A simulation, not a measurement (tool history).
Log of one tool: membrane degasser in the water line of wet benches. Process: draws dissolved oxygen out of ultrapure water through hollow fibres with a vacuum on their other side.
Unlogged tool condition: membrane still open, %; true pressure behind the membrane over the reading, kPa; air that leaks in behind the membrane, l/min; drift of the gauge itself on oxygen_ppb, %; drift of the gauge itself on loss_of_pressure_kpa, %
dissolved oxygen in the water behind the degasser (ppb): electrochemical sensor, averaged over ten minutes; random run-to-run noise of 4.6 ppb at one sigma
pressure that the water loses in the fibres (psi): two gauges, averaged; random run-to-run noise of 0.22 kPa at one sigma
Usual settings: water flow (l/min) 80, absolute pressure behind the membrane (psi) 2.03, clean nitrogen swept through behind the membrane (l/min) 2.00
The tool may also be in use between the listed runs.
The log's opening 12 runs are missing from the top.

run,hour,water flow (l/min),absolute pressure behind the membrane (psi),clean nitrogen swept through behind the membrane (l/min),hours since the membrane was changed,hours since the vacuum gauge was calibrated,hours since the vacuum lines were made tight,dissolved oxygen in the water behind the degasser (ppb),pressure that the water loses in the fibres (psi)
13,704.9,66,2.03,2.00,2235,3438,3214,720.5,6.589
14,738.3,66,2.03,2.00,2268,3471,3248,718.1,6.591
15,793.4,66,2.03,2.00,2323,3526,3303,727.7,6.544
16,834.7,66,2.03,2.00,2365,3568,3344,726.2,6.514
17,901.8,56,2.03,2.50,2432,3635,3411,536.4,5.593
18,976.1,96,1.52,2.00,2506,3709,3486,704.2,9.625
19,1023.5,96,1.52,2.00,2553,3756,3533,697.4,9.523
20,1057.8,111,2.63,4.51,2588,3791,3567,812.2,11.092
21,1114.0,111,2.63,4.51,2644,3847,3624,817.1,11.052
22,1188.7,111,2.63,4.51,2719,3922,3698,815.6,11.059
23,1253.6,101,1.54,1.65,2784,3987,3763,834.0,10.102
24,1336.2,101,1.54,1.65,2866,4069,3846,832.9,10.084
25,1385.8,101,1.54,1.65,2916,4119,3895,835.7,9.974
26,1431.1,62,1.81,2.00,2961,4164,3941,597.6,6.144
27,1474.7,86,1.81,2.19,3005,4208,3984,741.5,8.560
28,1541.2,50,3.79,2.00,3071,4274,4051,1115.5,4.962
29,1614.8,110,3.52,2.17,3145,4348,4124,1744.5,10.947
30,1673.8,110,3.52,2.17,3204,4407,4183,1755.0,10.943
31,1751.9,99,1.45,0.84,3282,4485,4261,1141.7,9.871
32,1833.6,58,1.35,5.91,3364,4567,4343,171.7,5.759

What if the next run were any one of these 3? Each begins from the tool's condition after run 32:
A,1877.9,50,2.00,1.42,3408,4611,4387,?,?
B,1877.9,80,2.03,1.07,3408,4611,4387,?,?
C,1877.9,89,2.03,5.60,3408,4611,4387,?,?

run,dissolved oxygen in the water behind the degasser (ppb),pressure that the water loses in the fibres (psi)
A,733.3,5.013
B,1274.5,7.990
C,435.6,8.898
What these runs would have given with no unlogged condition in the tool:
run,dissolved oxygen in the water behind the degasser (ppb),pressure that the water loses in the fibres (psi)
A,733.1,5.011
B,1274.3,7.987
C,435.4,8.895

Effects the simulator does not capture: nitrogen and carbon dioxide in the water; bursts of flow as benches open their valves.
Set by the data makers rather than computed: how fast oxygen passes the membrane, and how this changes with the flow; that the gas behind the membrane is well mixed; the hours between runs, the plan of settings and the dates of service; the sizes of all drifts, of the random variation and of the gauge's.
